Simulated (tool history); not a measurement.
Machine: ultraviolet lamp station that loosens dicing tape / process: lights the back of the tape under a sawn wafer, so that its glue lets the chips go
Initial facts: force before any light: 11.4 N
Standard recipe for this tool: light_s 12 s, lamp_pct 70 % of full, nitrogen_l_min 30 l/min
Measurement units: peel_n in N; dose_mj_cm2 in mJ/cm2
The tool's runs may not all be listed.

| run | hour | light_s | lamp_pct | nitrogen_l_min | peel_n | dose_mj_cm2 |
|---|---|---|---|---|---|---|
| 1 | 0 | 12 | 70 | 30 | 1.071 | 184 |
| 2 | 11.6 | 12 | 70 | 30 | 1.109 | 179 |
| 3 | 22.4 | 12 | 70 | 30 | 1.112 | 185 |
| 4 | 30.9 | 12 | 70 | 30 | 1.088 | 182 |
| 5 | 42.8 | 12 | 70 | 30 | 1.092 | 177 |
| 6 | 48.9 | 12 | 70 | 30 | 1.128 | 185 |
| 7 | 59.6 | 12 | 70 | 30 | 1.172 | 179 |
| 8 | 65.3 | 12 | 70 | 30 | 1.124 | 178 |
| 9 | 77.9 | 12 | 70 | 30 | 1.179 | 176 |
| 10 | 84.4 | 12 | 70 | 23 | 1.485 | 176 |
| 11 | 91.6 | 12 | 70 | 55 | 0.702 | 177 |
| 12 | 101.2 | 12 | 70 | 55 | 0.711 | 175 |
| 13 | 113.7 | 12 | 70 | 29 | 1.226 | 170 |
| 14 | 124.3 | 12 | 70 | 20 | 1.724 | 175 |
| 15 | 131.5 | 12 | 70 | 20 | 1.763 | 173 |
| 16 | 141.3 | 12 | 70 | 20 | 1.735 | 172 |
| 17 | 148.6 | 12 | 70 | 20 | 1.75 | 173 |
| 18 | 161.2 | 12 | 70 | 20 | 1.757 | 174 |
| 19 | 172.1 | 12 | 70 | 9 | 3.114 | 168 |
| 20 | 183.6 | 12 | 70 | 9 | 3.001 | 170 |
| 21 | 191.8 | 12 | 70 | 30 | 1.246 | 169 |
| 22 | 204.7 | 12 | 70 | 30 | 1.306 | 167 |
| 23 | 214.3 | 12 | 70 | 30 | 1.328 | 165 |
| 24 | 221.3 | 12 | 70 | 30 | 1.362 | 163 |
| 25 | 233.7 | 12 | 70 | 30 | 1.349 | 164 |
| 26 | 245.9 | 12 | 70 | 30 | 1.331 | 164 |
| 27 | 255.7 | 12 | 70 | 30 | 1.394 | 159 |
| 28 | 268.5 | 12 | 70 | 36 | 1.013 | 177 |
| 29 | 279.2 | 9 | 63 | 15 | 3.611 | 120 |
| 30 | 291.3 | 21 | 73 | 16 | 0.56 | 316 |
| 31 | 304.2 | 21 | 73 | 16 | 0.58 | 317 |
| 32 | 314.1 | 21 | 73 | 16 | 0.564 | 310 |
| 33 | 320.8 | 12 | 70 | 20 | 1.665 | 174 |
| 34 | 330.7 | 12 | 70 | 20 | 1.717 | 173 |
| 35 | 338.7 | 12 | 70 | 20 | 1.76 | 170 |
| 36 | 346.3 | 12 | 77 | 10 | 2.578 | 190 |
| 37 | 355.9 | 8 | 69 | 30 | 2.648 | 110 |
| 38 | 366.9 | 8 | 69 | 30 | 2.541 | 114 |
| 39 | 379.5 | 8 | 69 | 30 | 2.674 | 111 |
| 40 | 392.6 | 12 | 82 | 20 | 1.404 | 195 |
| 41 | 401.4 | 7 | 97 | 30 | 2.04 | 135 |
| 42 | 414.2 | 12 | 74 | 16 | 2.058 | 173 |
| 43 | 425.3 | 11 | 73 | 10 | 3.217 | 156 |

Not shown here: 1 entry made in the log between runs. Locate each between two listed runs and compare the hidden state at the listed run before it with the hidden state at the listed run after it:
In the gap between runs 27 and 28: window cleaned of glue's vapour (hour 258.5)
  lamp's light, % of a new lamp's: 88.5 -> 88.1; light that the window lets through, % of a clean one's: 92 -> 99.9
  measured minus no-state result, peel_n: +0.501 -> +0.263 N; dose_mj_cm2: -37 -> -24 mJ/cm2
